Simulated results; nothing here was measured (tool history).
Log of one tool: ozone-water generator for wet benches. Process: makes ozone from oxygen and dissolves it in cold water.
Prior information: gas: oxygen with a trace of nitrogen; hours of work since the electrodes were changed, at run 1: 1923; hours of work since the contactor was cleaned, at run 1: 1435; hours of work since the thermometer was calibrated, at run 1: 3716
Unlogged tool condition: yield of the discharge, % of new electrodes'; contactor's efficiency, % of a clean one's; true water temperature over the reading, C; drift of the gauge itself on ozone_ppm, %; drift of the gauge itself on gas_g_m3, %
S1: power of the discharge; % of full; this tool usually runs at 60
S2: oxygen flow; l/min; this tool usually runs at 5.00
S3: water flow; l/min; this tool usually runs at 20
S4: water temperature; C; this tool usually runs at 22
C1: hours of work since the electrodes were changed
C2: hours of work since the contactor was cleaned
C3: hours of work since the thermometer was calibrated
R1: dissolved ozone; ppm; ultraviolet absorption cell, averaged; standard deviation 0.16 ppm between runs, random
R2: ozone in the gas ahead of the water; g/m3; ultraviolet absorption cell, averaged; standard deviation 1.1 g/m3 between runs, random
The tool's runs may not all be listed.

run    hour  S1    S2  S3  S4    C1    C2    C3    R1     R2
  1     0.0  60  5.00  20  22  1923  1435  3716  20.7  205.8
  2    47.8  60  5.00  20  22  1961  1473  3754  20.9  207.4
       78.7  -- water thermometer calibrated
  3   103.1  60  5.00  20  22  2005  1517    20  21.0  207.8
  4   151.8  60  5.00  20  22  2045  1556    59  20.8  205.8
  5   207.2  60  5.00  20  22  2089  1601   104  20.7  207.0
  6   259.6  60  5.00  20  22  2131  1643   146  20.6  206.4
  7   331.9  60  5.00  20  22  2190  1701   204  20.5  207.2
  8   395.8  60  5.00  20  22  2241  1753   255  20.7  208.2
  9   470.3  60  5.00  20  22  2301  1813   315  20.7  209.8
 10   520.9  60  5.00  20  22  2342  1854   356  20.5  207.5
 11   596.4  60  5.00  26  22  2403  1914   417  16.1  208.1
 12   663.2  60  5.00  26  22  2456  1968   471  16.5  207.6
      732.3  -- contactor cleaned
 13   741.9  57  5.00  26  22  2517     8   531  15.4  200.4
 14   791.3  57  5.00  26  21  2556    48   571  15.9  201.3
 15   846.4  57  5.00  26  21  2601    92   615  15.8  199.9
 16   889.2  60  4.90  20  22  2635   126   649  20.6  212.0
 17   949.0  83  5.00  20  14  2683   174   698  31.0  282.5
 18  1029.8  78  6.43  13  22  2748   240   763  33.6  224.8
 19  1065.8  60  4.08  31  22  2777   269   792  13.9  240.2
 20  1121.9  60  5.00  28  20  2823   314   837  15.5  210.3
 21  1197.9  49  7.64  13  17  2884   375   898  23.0  129.8
 22  1246.4  60  5.00  27  25  2923   414   937  14.9  210.3
 23  1327.2  60  5.00  20  17  2988   479  1002  22.4  212.3
 24  1377.3  60  5.00  20  17  3028   519  1043  22.6  211.1
 25  1413.3  60  5.00  12  27  3057   548  1071  27.3  212.5
 26  1466.3  63  3.28  13  23  3100   591  1114  32.3  294.7
     1473.9  -- gauge calibrated
 27  1527.4  44  7.56  15  18  3149   640  1163  18.9  116.8
 28  1592.0  51  2.64  17  21  3201   692  1215  22.4  277.1
 29  1659.3  51  2.64  17  21  3255   746  1270  22.3  275.1
 30  1699.2  82  5.00  20  17  3287   779  1302  29.7  274.8
 31  1770.1  45  5.00  18  22  3345   836  1359  17.5  159.8
 32  1826.3  45  5.00  18  22  3390   881  1404  17.2  159.2

Take each entry between the runs: how does the hidden state at the last listed run before it differ from the hidden state at the first listed run after it?
In the gap between runs 2 and 3: water thermometer calibrated (hour 78.7)
  drift of the gauge itself on gas_g_m3, %: 0.1 -> 0.2
  measured result minus the result with no hidden state, R2: +0.1 -> +0.3 g/m3
In the gap between runs 12 and 13: contactor cleaned (hour 732.3)
  contactor's efficiency, % of a clean one's: 99.9 -> 100; drift of the gauge itself on gas_g_m3, %: 1.32 -> 1.47
  measured result minus the result with no hidden state, R2: +2.6 -> +2.7 g/m3
In the gap between runs 26 and 27: gauge calibrated (hour 1473.9)
  drift of the gauge itself on gas_g_m3, %: 2.92 -> 0.11
  measured result minus the result with no hidden state, R2: +8.2 -> +0.0 g/m3
